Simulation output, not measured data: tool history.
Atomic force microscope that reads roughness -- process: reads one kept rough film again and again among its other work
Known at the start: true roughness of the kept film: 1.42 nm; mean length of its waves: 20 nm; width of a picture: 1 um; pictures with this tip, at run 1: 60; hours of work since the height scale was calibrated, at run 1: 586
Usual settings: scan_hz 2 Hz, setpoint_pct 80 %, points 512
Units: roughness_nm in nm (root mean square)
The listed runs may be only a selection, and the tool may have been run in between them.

| run | day | scan_hz | setpoint_pct | points | pictures with this tip | hours of work since the height scale was calibrated | roughness_nm |
|---|---|---|---|---|---|---|---|
| 1 | 0 | 2 | 80 | 512 | 60 | 586 | 1.048 |
| 2 | 2.5 | 2 | 80 | 512 | 111 | 617 | 1.055 |
| 3 | 4.625 | 2 | 80 | 512 | 155 | 643 | 1.047 |
| 4 | 5.671 | 2 | 83 | 512 | 176 | 656 | 1.017 |
|  | 7.262 | new tip fitted |
| 5 | 7.921 | 2 | 84 | 512 | 13 | 684 | 1.014 |
| 6 | 10.012 | 2 | 84 | 512 | 56 | 710 | 1.019 |
| 7 | 11.304 | 1.64 | 80 | 512 | 83 | 726 | 1.082 |
| 8 | 12.775 | 1.64 | 80 | 512 | 113 | 744 | 1.076 |
| 9 | 15.162 | 1.64 | 80 | 512 | 162 | 773 | 1.078 |
| 10 | 17.067 | 2 | 80 | 715 | 202 | 797 | 1.045 |
|  | 17.438 | new tip fitted |
| 11 | 18.525 | 1.36 | 82 | 715 | 22 | 815 | 1.096 |
| 12 | 21.038 | 1.3 | 80 | 795 | 74 | 846 | 1.112 |

Estimate the outcome of run 13 from the log above:
| 13 | 22.95 | 2 | 89 | 450 | 113 | 869 | ? |

Run 13 gave roughness_nm 0.968 nm (root mean square).
With no hidden state in the tool, this same run would have given roughness_nm 0.97 nm (root mean square).
